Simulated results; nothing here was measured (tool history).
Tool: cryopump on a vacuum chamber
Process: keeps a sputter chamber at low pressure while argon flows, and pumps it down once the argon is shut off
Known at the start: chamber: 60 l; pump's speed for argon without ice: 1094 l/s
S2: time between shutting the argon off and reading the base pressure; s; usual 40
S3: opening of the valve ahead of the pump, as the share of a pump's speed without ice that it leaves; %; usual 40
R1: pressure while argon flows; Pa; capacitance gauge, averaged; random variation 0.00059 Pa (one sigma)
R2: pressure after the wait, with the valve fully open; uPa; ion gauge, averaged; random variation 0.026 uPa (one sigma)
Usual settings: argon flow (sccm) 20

{"run": 1, "hour": 0.0, "argon flow (sccm)": 20, "S2": 40, "S3": 40, "R1": 0.0861, "R2": 2.71}
{"run": 2, "hour": 59.2, "argon flow (sccm)": 20, "S2": 40, "S3": 40, "R1": 0.0879, "R2": 2.64}
{"hour": 124.6, "done": "pump warmed up, emptied and cooled again"}
{"run": 3, "hour": 133.7, "argon flow (sccm)": 20, "S2": 40, "S3": 40, "R1": 0.0774, "R2": 2.33}
{"run": 4, "hour": 185.1, "argon flow (sccm)": 20, "S2": 40, "S3": 40, "R1": 0.0774, "R2": 2.31}
{"run": 5, "hour": 226.3, "argon flow (sccm)": 20, "S2": 40, "S3": 40, "R1": 0.079, "R2": 2.3}
{"run": 6, "hour": 258.4, "argon flow (sccm)": 20, "S2": 40, "S3": 40, "R1": 0.0793, "R2": 2.34}
{"run": 7, "hour": 318.8, "argon flow (sccm)": 20, "S2": 40, "S3": 28, "R1": 0.1122, "R2": 2.42}
{"run": 8, "hour": 356.1, "argon flow (sccm)": 20, "S2": 40, "S3": 15, "R1": 0.2084, "R2": 2.45}
{"run": 9, "hour": 422.0, "argon flow (sccm)": 20, "S2": 40, "S3": 15, "R1": 0.2096, "R2": 2.49}
{"run": 10, "hour": 486.8, "argon flow (sccm)": 20, "S2": 203, "S3": 15, "R1": 0.2093, "R2": 1.83}
{"run": 11, "hour": 545.2, "argon flow (sccm)": 20, "S2": 203, "S3": 15, "R1": 0.2107, "R2": 1.88}
{"run": 12, "hour": 604.9, "argon flow (sccm)": 20, "S2": 40, "S3": 49, "R1": 0.0679, "R2": 2.68}
{"run": 13, "hour": 645.4, "argon flow (sccm)": 13, "S2": 40, "S3": 16, "R1": 0.1292, "R2": 2.72}
{"run": 14, "hour": 717.1, "argon flow (sccm)": 13, "S2": 40, "S3": 21, "R1": 0.1006, "R2": 2.71}
{"run": 15, "hour": 768.5, "argon flow (sccm)": 13, "S2": 40, "S3": 21, "R1": 0.1011, "R2": 2.87}
{"run": 16, "hour": 827.8, "argon flow (sccm)": 35, "S2": 40, "S3": 21, "R1": 0.2728, "R2": 2.84}
{"run": 17, "hour": 865.7, "argon flow (sccm)": 35, "S2": 30, "S3": 15, "R1": 0.3785, "R2": 3.16}
{"run": 18, "hour": 932.2, "argon flow (sccm)": 35, "S2": 30, "S3": 15, "R1": 0.3742, "R2": 3.3}
{"run": 19, "hour": 967.7, "argon flow (sccm)": 20, "S2": 278, "S3": 27, "R1": 0.1228, "R2": 2.29}
{"run": 20, "hour": 1010.4, "argon flow (sccm)": 20, "S2": 146, "S3": 40, "R1": 0.0879, "R2": 2.42}
{"run": 21, "hour": 1058.9, "argon flow (sccm)": 9, "S2": 43, "S3": 39, "R1": 0.0399, "R2": 3.05}
{"run": 22, "hour": 1120.0, "argon flow (sccm)": 32, "S2": 67, "S3": 48, "R1": 0.1219, "R2": 2.87}
{"hour": 1133.4, "done": "pump warmed up, emptied and cooled again"}
{"run": 23, "hour": 1176.7, "argon flow (sccm)": 32, "S2": 67, "S3": 48, "R1": 0.1042, "R2": 2.17}
{"run": 24, "hour": 1223.2, "argon flow (sccm)": 39, "S2": 27, "S3": 48, "R1": 0.1287, "R2": 3.01}

4 ways to go on from here, each from the tool as it stands after run 24. What would each give?
{"run": "A", "hour": 1293.6, "argon flow (sccm)": 39, "S2": 293, "S3": 48, "R1": "?", "R2": "?"}
{"run": "B", "hour": 1293.6, "argon flow (sccm)": 39, "S2": 140, "S3": 44, "R1": "?", "R2": "?"}
{"run": "C", "hour": 1293.6, "argon flow (sccm)": 36, "S2": 40, "S3": 16, "R1": "?", "R2": "?"}
{"run": "D", "hour": 1293.6, "argon flow (sccm)": 8, "S2": 79, "S3": 56, "R1": "?", "R2": "?"}

run=A R1=0.1292 R2=2.01
run=B R1=0.1398 R2=2.12
run=C R1=0.3507 R2=2.67
run=D R1=0.0229 R2=2.26
Without the tool's hidden state the same runs would have given:
run=A R1=0.1255 R2=0.43
run=B R1=0.1361 R2=0.53
run=C R1=0.3473 R2=1.12
run=D R1=0.0221 R2=0.69

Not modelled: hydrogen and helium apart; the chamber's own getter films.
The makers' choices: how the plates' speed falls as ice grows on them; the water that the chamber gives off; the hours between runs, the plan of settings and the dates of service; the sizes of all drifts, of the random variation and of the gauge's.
